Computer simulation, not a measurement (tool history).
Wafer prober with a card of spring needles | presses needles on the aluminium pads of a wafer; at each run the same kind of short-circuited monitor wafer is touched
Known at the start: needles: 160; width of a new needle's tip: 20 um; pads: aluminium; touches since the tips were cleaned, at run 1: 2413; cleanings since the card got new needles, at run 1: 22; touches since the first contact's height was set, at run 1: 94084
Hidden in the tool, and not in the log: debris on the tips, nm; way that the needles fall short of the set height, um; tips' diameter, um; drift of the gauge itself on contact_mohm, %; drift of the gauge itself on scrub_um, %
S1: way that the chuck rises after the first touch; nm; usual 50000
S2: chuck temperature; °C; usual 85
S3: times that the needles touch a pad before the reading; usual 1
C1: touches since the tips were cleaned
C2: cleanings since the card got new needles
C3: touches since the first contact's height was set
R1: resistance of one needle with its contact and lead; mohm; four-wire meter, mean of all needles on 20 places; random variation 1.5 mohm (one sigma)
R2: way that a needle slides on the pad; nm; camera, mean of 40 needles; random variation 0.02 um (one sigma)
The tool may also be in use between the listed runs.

run,hour,S1,S2,S3,C1,C2,C3,R1,R2
1,0,50000,85,1,2413,22,94084,181,6770
# hour 6.5: tips cleaned on abrasive film
2,15.6,50000,85,1,2081,23,97630,179,6800
# hour 23.3: tips cleaned on abrasive film
3,32.8,50000,85,1,2172,24,101527,182,6760
# hour 36.5: height of the first contact set anew
# hour 40.5: tips cleaned on abrasive film
4,49.3,38000,85,1,1995,25,2887,204,5250
# hour 58.1: tips cleaned on abrasive film
5,60.6,38000,85,1,577,26,5465,165,5280
6,74.4,43000,85,2,3712,26,8600,188,5920
# hour 75.5: tips cleaned on abrasive film
7,86.1,43000,25,2,2418,27,11248,168,5930
# hour 92.9: tips cleaned on abrasive film
8,94.9,43000,70,2,468,28,13245,149,5970
# hour 110.5: tips cleaned on abrasive film
9,110.8,43000,70,2,84,29,16857,138,5970
10,121.5,43000,70,2,2531,29,19304,172,5930

4 ways to go on from here, each from the tool as it stands after run 10. What would each give?
# hour 127.9: tips cleaned on abrasive film
A,135,45000,102,2,1605,30,22345,?,?
# hour 127.9: tips cleaned on abrasive film
B,135,52000,93,3,1605,30,22345,?,?
# hour 127.9: tips cleaned on abrasive film
C,135,40000,50,1,1605,30,22345,?,?
# hour 127.9: tips cleaned on abrasive film
D,135,34000,26,1,1605,30,22345,?,?

run,R1,R2
A,160,6200
B,147,7220
C,184,5550
D,203,4640
Without the tool's hidden state the same runs would have given:
run,R1,R2
A,137,6240
B,136,7270
C,133,5590
D,131,4690
